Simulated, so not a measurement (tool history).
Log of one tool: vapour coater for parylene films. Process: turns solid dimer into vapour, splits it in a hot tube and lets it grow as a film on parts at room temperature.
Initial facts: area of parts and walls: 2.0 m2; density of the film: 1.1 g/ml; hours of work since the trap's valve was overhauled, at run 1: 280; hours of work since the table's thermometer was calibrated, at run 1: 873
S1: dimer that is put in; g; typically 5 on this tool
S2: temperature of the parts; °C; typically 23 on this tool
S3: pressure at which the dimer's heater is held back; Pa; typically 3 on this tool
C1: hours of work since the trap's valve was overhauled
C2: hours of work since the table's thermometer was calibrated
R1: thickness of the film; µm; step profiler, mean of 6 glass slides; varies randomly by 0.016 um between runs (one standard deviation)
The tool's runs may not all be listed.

run	hour	S1	S2	S3	C1	C2	R1
1	0	5	23	3	280	873	1.56
2	41.8	5	23	3	311	904	1.56
3	119.3	5	23	3	368	961	1.55
4	205.5	5	23	3	432	1025	1.52
5	266.1	5	23	3	477	1070	1.51
6	341.4	5	23	3	532	1125	1.51
7	428.6	5	23	3	597	1190	1.49
# hour 439.1: trap's valve overhauled
8	516.9	5	23	3	57	1252	1.42
# hour 573: table's thermometer calibrated
9	577	5	29	3	101	3	1.26
10	651.8	5	29	3	156	58	1.28
11	695.7	5	29	3	189	91	1.24
12	769.5	5	29	3	243	145	1.2
13	811.4	5	29	3	274	176	1.21
# hour 871.5: trap's valve overhauled, once more
14	871.5	7	23	3	0	218	2.38
15	920.3	7	23	3	36	254	2.36
16	959.7	7	23	3	65	283	2.35
17	1021.2	5	23	3	111	328	1.66
18	1090.6	5	23	3	162	380	1.64
19	1133.5	5	23	3	194	411	1.63
20	1185.3	5	23	3	232	450	1.64
21	1236.3	2	23	3	270	487	0.67
22	1323.4	2	23	3	334	552	0.62
23	1388.4	2	23	3	382	600	0.62
24	1437.2	2	23	3	418	636	0.62
25	1524.6	9	31	2.79	483	700	2.31
26	1610.2	4	17	4.52	546	764	1.32
# hour 1690.7: trap's valve overhauled
27	1703.1	8	25	5.7	9	829	2.22
28	1746.7	8	17	10.79	41	862	2.43
29	1817.9	5	30	3	94	914	1.38
30	1880.1	3	30	8.64	140	960	0.65
31	1950.8	3	30	8.64	192	1012	0.69
32	2031.4	4	22	2.9	252	1072	1.31
33	2098.4	6	31	10.84	301	1122	1.2
34	2134.4	4	16	3	328	1148	1.5
35	2189.4	7	29	3	369	1189	1.89
36	2242.4	3	28	3	408	1228	0.81
# hour 2329.1: table's thermometer calibrated
37	2330	3	28	3	472	1	0.83
38	2400.4	3	24	5.06	524	53	0.8
39	2474.1	4	22	4.12	578	107	1.18
# hour 2509.4: trap's valve overhauled
40	2555.9	3	25	3.51	34	165	0.91
41	2611.2	9	18	2.75	75	206	3.44
42	2682.1	2	23	3	128	258	0.64
43	2760.7	2	23	3	186	316	0.67
44	2799.9	6	15	6.55	215	345	2.04
45	2875.6	6	15	6.55	271	401	2.06
46	2954.8	6	19	5.94	329	460	1.83
47	3003.1	5	32	10.37	365	495	1

Below are 4 alternative next runs, each starting from the tool's condition after run 47. Predict each:
A	3063	7	23	8.53	409	539	?
B	3063	5	33	6.43	409	539	?
C	3063	3	21	4.51	409	539	?
D	3063	8	19	3.93	409	539	?

run	R1
A	1.81
B	1.03
C	0.88
D	2.61
The same runs, with their run-to-run variation unchanged, on a tool lacking any hidden condition would have given:
run	R1
A	1.97
B	1.13
C	0.96
D	2.84

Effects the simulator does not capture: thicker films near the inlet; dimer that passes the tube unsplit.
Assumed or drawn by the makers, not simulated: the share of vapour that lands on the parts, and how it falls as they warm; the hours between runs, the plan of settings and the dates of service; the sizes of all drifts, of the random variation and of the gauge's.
